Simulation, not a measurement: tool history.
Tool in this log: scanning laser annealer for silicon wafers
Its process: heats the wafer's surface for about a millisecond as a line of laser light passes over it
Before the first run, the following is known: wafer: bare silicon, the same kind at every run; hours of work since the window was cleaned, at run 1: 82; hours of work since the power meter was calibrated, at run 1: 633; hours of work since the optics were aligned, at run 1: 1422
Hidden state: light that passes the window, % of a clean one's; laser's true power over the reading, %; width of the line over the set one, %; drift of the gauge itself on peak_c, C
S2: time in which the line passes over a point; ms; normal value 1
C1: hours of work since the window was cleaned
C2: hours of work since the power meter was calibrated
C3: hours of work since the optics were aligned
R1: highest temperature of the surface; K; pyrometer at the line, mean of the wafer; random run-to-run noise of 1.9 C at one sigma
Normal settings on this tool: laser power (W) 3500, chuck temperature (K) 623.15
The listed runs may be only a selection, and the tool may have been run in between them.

Run 1, day 0: usual settings; C1 82; C2 633; C3 1422. Result: R1 1370.15 K.
Run 2, day 0.725: usual settings; C1 94; C2 644; C3 1433. Result: R1 1367.15 K.
Run 3, day 1.558: usual settings; C1 107; C2 658; C3 1446. Result: R1 1366.15 K.
Run 4, day 2.533: usual settings but laser power (W) 3755; C1 122; C2 673; C3 1462. Result: R1 1431.15 K.
Run 5, day 3.775: usual settings but laser power (W) 3755; C1 142; C2 692; C3 1481. Result: R1 1429.15 K.
Run 6, day 4.429: usual settings but laser power (W) 3534; C1 152; C2 703; C3 1492. Result: R1 1369.15 K.
Run 7, day 5.192: usual settings but laser power (W) 3534; C1 164; C2 715; C3 1503. Result: R1 1370.15 K.
Run 8, day 5.892: usual settings but laser power (W) 3534; C1 175; C2 726; C3 1515. Result: R1 1372.15 K.
Run 9, day 6.867: usual settings but laser power (W) 3534; C1 191; C2 741; C3 1530. Result: R1 1371.15 K.
Run 10, day 7.662: usual settings but laser power (W) 3534, chuck temperature (K) 638.15; C1 203; C2 754; C3 1543. Result: R1 1383.15 K.
Run 11, day 8.475: usual settings but laser power (W) 3534, chuck temperature (K) 638.15; C1 216; C2 767; C3 1555. Result: R1 1385.15 K.
Run 12, day 9.267: usual settings but laser power (W) 3534, chuck temperature (K) 638.15; C1 229; C2 779; C3 1568. Result: R1 1385.15 K.
Run 13, day 10.175: usual settings but laser power (W) 3534, chuck temperature (K) 638.15; C1 243; C2 794; C3 1582. Result: R1 1379.15 K.
Run 14, day 10.825: usual settings but laser power (W) 3077, S2 0.77 ms, chuck temperature (K) 613.15; C1 253; C2 804; C3 1592. Result: R1 1168.15 K.
Run 15, day 11.775: usual settings but laser power (W) 3077, S2 1.24 ms, chuck temperature (K) 603.15; C1 268; C2 819; C3 1607. Result: R1 1305.15 K.

Forecast run 16:
Run 16, day 12.938: usual settings but laser power (W) 3035, S2 0.7 ms, chuck temperature (K) 587.15; C1 286; C2 837; C3 1626. Result: R1 ?.

R1: 1108.15 K
On a tool with no hidden condition, and with the same random variation, this run would have come out at R1 1135.15 K.
